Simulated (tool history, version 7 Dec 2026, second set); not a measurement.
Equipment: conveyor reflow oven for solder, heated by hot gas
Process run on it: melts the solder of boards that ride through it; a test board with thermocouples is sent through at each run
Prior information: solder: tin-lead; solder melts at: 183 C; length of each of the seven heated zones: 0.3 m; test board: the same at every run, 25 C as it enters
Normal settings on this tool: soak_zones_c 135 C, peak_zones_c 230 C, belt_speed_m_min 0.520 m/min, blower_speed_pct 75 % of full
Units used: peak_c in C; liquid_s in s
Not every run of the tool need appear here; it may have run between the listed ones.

| run | hour | soak_zones_c | peak_zones_c | belt_speed_m_min | blower_speed_pct | peak_c | liquid_s |
|---|---|---|---|---|---|---|---|
| 1 | 0.0 | 135 | 230 | 0.520 | 75 | 216.89 | 51.79 |
| 2 | 28.9 | 135 | 230 | 0.520 | 75 | 216.73 | 51.98 |
| 3 | 58.8 | 135 | 230 | 0.520 | 75 | 216.66 | 51.71 |
| 4 | 86.9 | 135 | 230 | 0.473 | 75 | 219.15 | 59.45 |
| 5 | 101.5 | 135 | 230 | 0.473 | 75 | 219.31 | 59.44 |
| 6 | 127.8 | 135 | 230 | 0.473 | 75 | 219.26 | 59.48 |
| 7 | 142.3 | 135 | 230 | 0.473 | 75 | 219.08 | 59.24 |
| 8 | 161.9 | 135 | 230 | 0.506 | 75 | 217.39 | 53.83 |
| 9 | 179.1 | 135 | 230 | 0.506 | 75 | 217.36 | 53.73 |
| 10 | 211.5 | 135 | 230 | 0.506 | 75 | 217.22 | 53.74 |
| 11 | 230.0 | 135 | 230 | 0.506 | 75 | 217.14 | 53.82 |
| 12 | 254.9 | 135 | 230 | 0.506 | 75 | 217.11 | 53.69 |
| 13 | 279.0 | 135 | 230 | 0.506 | 75 | 217.18 | 53.57 |
| 14 | 309.1 | 135 | 230 | 0.506 | 75 | 217.17 | 53.71 |
| 15 | 343.7 | 135 | 230 | 0.506 | 75 | 216.90 | 53.65 |
| 16 | 357.9 | 129 | 230 | 0.601 | 53 | 203.43 | 30.68 |
| 17 | 383.4 | 125 | 228 | 0.427 | 78 | 219.01 | 63.32 |
| 18 | 410.8 | 125 | 228 | 0.580 | 78 | 209.78 | 38.11 |
| 19 | 437.4 | 132 | 230 | 0.563 | 75 | 213.06 | 43.84 |
| 20 | 464.8 | 121 | 239 | 0.581 | 72 | 216.73 | 42.05 |
| 21 | 489.1 | 121 | 239 | 0.581 | 72 | 216.72 | 41.97 |
| 22 | 522.6 | 135 | 230 | 0.437 | 70 | 219.94 | 65.36 |
| 23 | 537.3 | 135 | 230 | 0.437 | 70 | 219.73 | 65.10 |
|  | 570.7 | flux residue cleaned out of gas plates and filters |
| 24 | 573.2 | 135 | 230 | 0.437 | 70 | 221.85 | 67.24 |
| 25 | 587.4 | 135 | 230 | 0.437 | 70 | 221.91 | 67.14 |
| 26 | 609.1 | 135 | 230 | 0.437 | 70 | 221.98 | 67.28 |
| 27 | 636.3 | 135 | 230 | 0.465 | 75 | 221.17 | 62.51 |
| 28 | 652.7 | 135 | 230 | 0.465 | 75 | 221.19 | 62.66 |
| 29 | 667.4 | 135 | 230 | 0.473 | 68 | 219.33 | 59.82 |
| 30 | 698.2 | 130 | 224 | 0.556 | 79 | 211.19 | 43.38 |

Forecast each of these 5 alternatives for the next run:
| A | 725.7 | 146 | 224 | 0.579 | 79 | ? | ? |
| B | 725.7 | 138 | 242 | 0.520 | 70 | ? | ? |
| C | 725.7 | 130 | 233 | 0.556 | 79 | ? | ? |
| D | 725.7 | 121 | 236 | 0.556 | 68 | ? | ? |
| E | 725.7 | 135 | 229 | 0.610 | 55 | ? | ? |

| run | peak_c | liquid_s |
|---|---|---|
| A | 212.42 | 47.34 |
| B | 228.44 | 60.16 |
| C | 219.23 | 48.96 |
| D | 217.44 | 45.13 |
| E | 206.54 | 35.14 |
Had the tool no hidden state, the same runs would have come out as:
| run | peak_c | liquid_s |
|---|---|---|
| A | 211.55 | 45.91 |
| B | 227.47 | 58.58 |
| C | 218.33 | 47.54 |
| D | 216.46 | 43.65 |
| E | 205.51 | 33.56 |

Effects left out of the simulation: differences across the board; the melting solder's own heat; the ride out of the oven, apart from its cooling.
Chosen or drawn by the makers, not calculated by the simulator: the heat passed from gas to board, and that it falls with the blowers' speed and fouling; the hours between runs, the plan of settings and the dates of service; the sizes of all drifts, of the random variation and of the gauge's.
